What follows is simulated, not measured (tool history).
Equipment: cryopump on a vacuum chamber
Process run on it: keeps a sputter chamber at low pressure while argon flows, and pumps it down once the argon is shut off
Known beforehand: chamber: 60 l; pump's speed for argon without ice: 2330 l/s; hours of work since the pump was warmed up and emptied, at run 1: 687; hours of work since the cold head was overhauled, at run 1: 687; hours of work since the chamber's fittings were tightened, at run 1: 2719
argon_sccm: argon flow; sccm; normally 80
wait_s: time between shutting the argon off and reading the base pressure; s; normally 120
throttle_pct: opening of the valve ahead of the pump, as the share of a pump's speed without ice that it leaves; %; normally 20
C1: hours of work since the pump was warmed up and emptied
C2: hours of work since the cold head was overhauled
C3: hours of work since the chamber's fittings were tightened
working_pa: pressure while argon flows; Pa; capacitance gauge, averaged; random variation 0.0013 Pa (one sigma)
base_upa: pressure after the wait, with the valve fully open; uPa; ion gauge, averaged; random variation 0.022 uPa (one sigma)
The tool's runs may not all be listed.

Run 1, hour 0: usual settings; C1 687; C2 687; C3 2719. Result: working_pa 0.3156 Pa, base_upa 1.52 uPa.
Run 2, hour 70.8: usual settings but throttle_pct 57 %; C1 718; C2 718; C3 2749. Result: working_pa 0.1278 Pa, base_upa 1.56 uPa.
At hour 102.8: pump warmed up, emptied and cooled again.
Run 3, hour 190.8: usual settings; C1 38; C2 767; C3 2799. Result: working_pa 0.2902 Pa, base_upa 1.22 uPa.
Run 4, hour 269.4: usual settings; C1 72; C2 801; C3 2833. Result: working_pa 0.2923 Pa, base_upa 1.26 uPa.
Run 5, hour 361.8: usual settings; C1 112; C2 841; C3 2873. Result: working_pa 0.2925 Pa, base_upa 1.28 uPa.
Run 6, hour 454.4: usual settings; C1 152; C2 881; C3 2912. Result: working_pa 0.2946 Pa, base_upa 1.36 uPa.
Run 7, hour 554.8: usual settings; C1 195; C2 924; C3 2956. Result: working_pa 0.2944 Pa, base_upa 1.34 uPa.
Run 8, hour 645.9: usual settings but argon_sccm 154 sccm; C1 234; C2 963; C3 2995. Result: working_pa 0.57 Pa, base_upa 1.39 uPa.
Run 9, hour 716.1: usual settings but argon_sccm 154 sccm; C1 264; C2 994; C3 3025. Result: working_pa 0.5707 Pa, base_upa 1.36 uPa.
Run 10, hour 796.8: usual settings; C1 299; C2 1028; C3 3060. Result: working_pa 0.3005 Pa, base_upa 1.41 uPa.
Run 11, hour 906.9: usual settings but wait_s 36 s; C1 347; C2 1076; C3 3108. Result: working_pa 0.3007 Pa, base_upa 2.33 uPa.
Run 12, hour 1006.2: usual settings but wait_s 36 s, throttle_pct 40 %; C1 389; C2 1119; C3 3150. Result: working_pa 0.1561 Pa, base_upa 2.33 uPa.
Run 13, hour 1054.8: usual settings but argon_sccm 73 sccm, wait_s 69 s, throttle_pct 21 %; C1 410; C2 1140; C3 3171. Result: working_pa 0.2603 Pa, base_upa 1.81 uPa.
Run 14, hour 1105.6: usual settings but argon_sccm 81 sccm, throttle_pct 26 %; C1 432; C2 1162; C3 3193. Result: working_pa 0.239 Pa, base_upa 1.56 uPa.
Run 15, hour 1188.6: usual settings but argon_sccm 106 sccm, wait_s 48 s, throttle_pct 15 %; C1 468; C2 1197; C3 3229. Result: working_pa 0.5298 Pa, base_upa 2.13 uPa.
Run 16, hour 1293.1: usual settings but argon_sccm 120 sccm, wait_s 169 s, throttle_pct 29 %; C1 513; C2 1242; C3 3274. Result: working_pa 0.3233 Pa, base_upa 1.41 uPa.
Run 17, hour 1357.7: usual settings but argon_sccm 132 sccm, wait_s 58 s, throttle_pct 28 %; C1 541; C2 1270; C3 3302. Result: working_pa 0.369 Pa, base_upa 2 uPa.

Run 18 has not been measured yet. What should we expect?
Run 18, hour 1411.8: usual settings but throttle_pct 24 %; C1 564; C2 1293; C3 3325. Result: working_pa ?, base_upa ?.

Run 18 measured working_pa 0.2586 Pa, base_upa 1.6 uPa.
If the tool had no hidden condition, the same run with the same run-to-run variation would have returned working_pa 0.2421 Pa, base_upa 0.51 uPa.

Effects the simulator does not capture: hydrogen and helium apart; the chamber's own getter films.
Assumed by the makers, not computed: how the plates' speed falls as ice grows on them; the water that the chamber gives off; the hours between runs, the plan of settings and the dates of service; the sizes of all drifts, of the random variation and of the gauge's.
